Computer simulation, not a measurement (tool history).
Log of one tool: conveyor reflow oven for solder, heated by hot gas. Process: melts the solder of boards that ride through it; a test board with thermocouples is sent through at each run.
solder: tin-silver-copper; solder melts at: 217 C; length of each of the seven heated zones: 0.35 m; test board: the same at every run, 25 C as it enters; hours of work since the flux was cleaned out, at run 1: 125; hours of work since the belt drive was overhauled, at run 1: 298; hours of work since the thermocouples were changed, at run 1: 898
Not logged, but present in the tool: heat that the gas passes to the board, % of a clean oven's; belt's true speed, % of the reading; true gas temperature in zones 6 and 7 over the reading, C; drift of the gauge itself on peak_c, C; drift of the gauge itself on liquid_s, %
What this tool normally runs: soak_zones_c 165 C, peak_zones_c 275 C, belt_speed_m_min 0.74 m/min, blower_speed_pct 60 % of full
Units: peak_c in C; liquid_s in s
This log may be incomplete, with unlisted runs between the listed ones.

run	hour	soak_zones_c	peak_zones_c	belt_speed_m_min	blower_speed_pct	hours of work since the flux was cleaned out	hours of work since the belt drive was overhauled	hours of work since the thermocouples were changed	peak_c	liquid_s
1	0	165	275	0.74	60	125	298	898	260.1	44.8
2	21.8	165	275	0.679	60	139	312	913	262.8	50.2
3	47.8	165	275	0.679	60	156	329	930	263.2	50.6
# hour 67.4: flux residue cleaned out of gas plates and filters
4	82.6	165	275	0.679	60	10	349	949	263.8	51.1
5	114	165	275	0.717	60	31	369	970	261.9	47.1
6	137.3	165	275	0.835	60	46	385	985	256.3	37.5
7	157	165	275	0.74	60	59	398	998	261	45
8	181.8	160	275	0.74	60	75	414	1015	260.1	43.3
9	210	160	275	0.74	60	94	432	1033	259.9	43.6
10	239.9	160	275	0.74	60	114	452	1053	259.9	43.6
11	255.1	160	268	0.624	60	124	462	1063	259.2	52
12	284.2	160	268	0.826	53	143	481	1082	246.8	31.6

Estimate the outcome of run 13 from the log above:
13	301.6	160	268	0.826	53	154	493	1093	?	?

peak_c: 246.8 C
liquid_s: 31.2 s
Without the tool's hidden state the same run would have given peak_c 244.6 C, liquid_s 29.5 s.
